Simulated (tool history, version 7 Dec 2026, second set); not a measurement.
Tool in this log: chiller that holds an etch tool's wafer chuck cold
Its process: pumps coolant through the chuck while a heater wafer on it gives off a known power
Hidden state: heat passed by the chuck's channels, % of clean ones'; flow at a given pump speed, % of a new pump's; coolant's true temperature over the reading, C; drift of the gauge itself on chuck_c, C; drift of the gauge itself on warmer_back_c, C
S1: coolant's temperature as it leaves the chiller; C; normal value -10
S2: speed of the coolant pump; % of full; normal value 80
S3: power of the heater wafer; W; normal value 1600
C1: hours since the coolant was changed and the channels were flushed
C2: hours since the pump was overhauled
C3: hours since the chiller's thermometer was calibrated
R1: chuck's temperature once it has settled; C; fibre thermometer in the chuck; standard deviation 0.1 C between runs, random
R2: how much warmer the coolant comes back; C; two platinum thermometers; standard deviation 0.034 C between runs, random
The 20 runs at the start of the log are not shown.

run    hour   S1  S2    S3    C1    C2    C3    R1     R2
 21  1979.4  -18  89  1600  2048  3146  3689  -7.6   4.87
     1996.8  -- coolant pump overhauled
 22  2099.4  -18  89  1600  2163   103  3804  -7.4   5.03
 23  2201.1  -18  89  1600  2265   204  3906  -7.7   5.03
 24  2334.1   -5  97  2163  2398   337  4039   8.8   6.18
 25  2393.6  -15  63  2163  2457   397  4099   4.2  10.15
 26  2507.9  -15  83  2163  2571   511  4213   0.4   7.39
 27  2588.5  -15  83  2163  2652   592  4293   0.6   7.51
 28  2716.2  -15  83  2163  2780   719  4421   0.4   7.57
     2810.4  -- coolant pump overhauled, once more
 29    2842   -3  77   949  2900    32  4542   2.9   3.17
 30  2935.4  -13  76  2379  2994   125  4635     4   8.11
 31  3059.5  -10  81  1600  3118   249  4759   0.5    5.1
 32  3168.2  -18  75  1377  3227   358  4868  -8.5    4.8
 33  3283.8  -18  80  2102  3342   473  4984  -3.8    6.8

Consider 3 possible next runs. They are alternatives, not a sequence: every one starts from the tool as it was left by run 33. What does each give?
  A  3346.2  -10  80  1454  3405  536  5046   ?   ?
  B  3346.2  -18  80  1512  3405  536  5046   ?   ?
  C  3346.2  -19  80   893  3405  536  5046   ?   ?

run     R1    R2
  A   -0.6   4.7
  B   -8.2  4.89
  C  -13.8  2.84
With no hidden state in the tool, these same runs would have given:
run     R1    R2
  A    0.3  4.72
  B   -7.4  4.91
  C  -12.7  2.84
